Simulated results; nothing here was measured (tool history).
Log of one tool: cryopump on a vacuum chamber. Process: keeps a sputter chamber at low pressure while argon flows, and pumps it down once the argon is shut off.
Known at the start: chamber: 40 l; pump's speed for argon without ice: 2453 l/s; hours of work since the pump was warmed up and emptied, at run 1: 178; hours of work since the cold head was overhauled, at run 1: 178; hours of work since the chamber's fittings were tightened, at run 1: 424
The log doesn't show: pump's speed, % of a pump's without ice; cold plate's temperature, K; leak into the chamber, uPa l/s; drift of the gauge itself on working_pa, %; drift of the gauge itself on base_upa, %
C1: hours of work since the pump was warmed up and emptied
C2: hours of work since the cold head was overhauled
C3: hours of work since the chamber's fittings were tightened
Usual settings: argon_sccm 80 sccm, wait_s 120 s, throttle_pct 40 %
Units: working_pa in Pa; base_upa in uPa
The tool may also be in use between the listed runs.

{"run": 1, "day": 0.0, "argon_sccm": 80, "wait_s": 120, "throttle_pct": 40, "C1": 178, "C2": 178, "C3": 424, "working_pa": 0.142, "base_upa": 0.71}
{"run": 2, "day": 0.475, "argon_sccm": 80, "wait_s": 120, "throttle_pct": 40, "C1": 183, "C2": 183, "C3": 429, "working_pa": 0.1416, "base_upa": 0.67}
{"run": 3, "day": 0.962, "argon_sccm": 80, "wait_s": 120, "throttle_pct": 40, "C1": 188, "C2": 188, "C3": 434, "working_pa": 0.1419, "base_upa": 0.68}
{"run": 4, "day": 1.679, "argon_sccm": 80, "wait_s": 120, "throttle_pct": 40, "C1": 196, "C2": 196, "C3": 442, "working_pa": 0.1423, "base_upa": 0.72}
{"run": 5, "day": 2.062, "argon_sccm": 80, "wait_s": 120, "throttle_pct": 22, "C1": 200, "C2": 200, "C3": 446, "working_pa": 0.254, "base_upa": 0.65}
{"run": 6, "day": 2.821, "argon_sccm": 80, "wait_s": 120, "throttle_pct": 40, "C1": 208, "C2": 208, "C3": 454, "working_pa": 0.1437, "base_upa": 0.71}
{"run": 7, "day": 3.467, "argon_sccm": 80, "wait_s": 120, "throttle_pct": 27, "C1": 215, "C2": 215, "C3": 460, "working_pa": 0.2109, "base_upa": 0.69}
{"run": 8, "day": 3.908, "argon_sccm": 80, "wait_s": 120, "throttle_pct": 27, "C1": 219, "C2": 219, "C3": 465, "working_pa": 0.2083, "base_upa": 0.68}
{"run": 9, "day": 4.725, "argon_sccm": 80, "wait_s": 120, "throttle_pct": 27, "C1": 228, "C2": 228, "C3": 474, "working_pa": 0.2103, "base_upa": 0.74}
{"run": 10, "day": 5.35, "argon_sccm": 80, "wait_s": 120, "throttle_pct": 27, "C1": 235, "C2": 235, "C3": 480, "working_pa": 0.2081, "base_upa": 0.7}
{"run": 11, "day": 5.929, "argon_sccm": 59, "wait_s": 120, "throttle_pct": 40, "C1": 241, "C2": 241, "C3": 487, "working_pa": 0.1053, "base_upa": 0.73}
{"run": 12, "day": 6.588, "argon_sccm": 80, "wait_s": 221, "throttle_pct": 40, "C1": 248, "C2": 248, "C3": 494, "working_pa": 0.1445, "base_upa": 0.58}
{"run": 13, "day": 7.329, "argon_sccm": 80, "wait_s": 120, "throttle_pct": 40, "C1": 256, "C2": 256, "C3": 501, "working_pa": 0.1442, "base_upa": 0.75}
{"run": 14, "day": 7.733, "argon_sccm": 40, "wait_s": 74, "throttle_pct": 18, "C1": 260, "C2": 260, "C3": 506, "working_pa": 0.1545, "base_upa": 0.93}
{"run": 15, "day": 8.254, "argon_sccm": 40, "wait_s": 74, "throttle_pct": 18, "C1": 265, "C2": 265, "C3": 511, "working_pa": 0.1565, "base_upa": 0.98}
{"run": 16, "day": 8.638, "argon_sccm": 63, "wait_s": 30, "throttle_pct": 50, "C1": 269, "C2": 269, "C3": 515, "working_pa": 0.0908, "base_upa": 1.69}
{"run": 17, "day": 9.196, "argon_sccm": 63, "wait_s": 65, "throttle_pct": 20, "C1": 275, "C2": 275, "C3": 521, "working_pa": 0.2207, "base_upa": 1}
{"run": 18, "day": 9.679, "argon_sccm": 44, "wait_s": 65, "throttle_pct": 20, "C1": 281, "C2": 281, "C3": 526, "working_pa": 0.1566, "base_upa": 1.01}
{"run": 19, "day": 10.562, "argon_sccm": 51, "wait_s": 258, "throttle_pct": 58, "C1": 290, "C2": 290, "C3": 536, "working_pa": 0.0655, "base_upa": 0.56}
{"run": 20, "day": 11.412, "argon_sccm": 79, "wait_s": 228, "throttle_pct": 44, "C1": 299, "C2": 299, "C3": 545, "working_pa": 0.1299, "base_upa": 0.6}
{"run": 21, "day": 11.996, "argon_sccm": 35, "wait_s": 88, "throttle_pct": 24, "C1": 305, "C2": 305, "C3": 551, "working_pa": 0.1025, "base_upa": 0.88}
{"run": 22, "day": 12.546, "argon_sccm": 80, "wait_s": 120, "throttle_pct": 21, "C1": 311, "C2": 311, "C3": 557, "working_pa": 0.2692, "base_upa": 0.77}

Forecast run 23:
{"run": 23, "day": 13.004, "argon_sccm": 34, "wait_s": 95, "throttle_pct": 54, "C1": 316, "C2": 316, "C3": 561, "working_pa": "?", "base_upa": "?"}

{"run 23": {"working_pa": 0.047, "base_upa": 0.88}}
Without the tool's hidden state the same run would have given working_pa 0.0441 Pa, base_upa 0.54 uPa.

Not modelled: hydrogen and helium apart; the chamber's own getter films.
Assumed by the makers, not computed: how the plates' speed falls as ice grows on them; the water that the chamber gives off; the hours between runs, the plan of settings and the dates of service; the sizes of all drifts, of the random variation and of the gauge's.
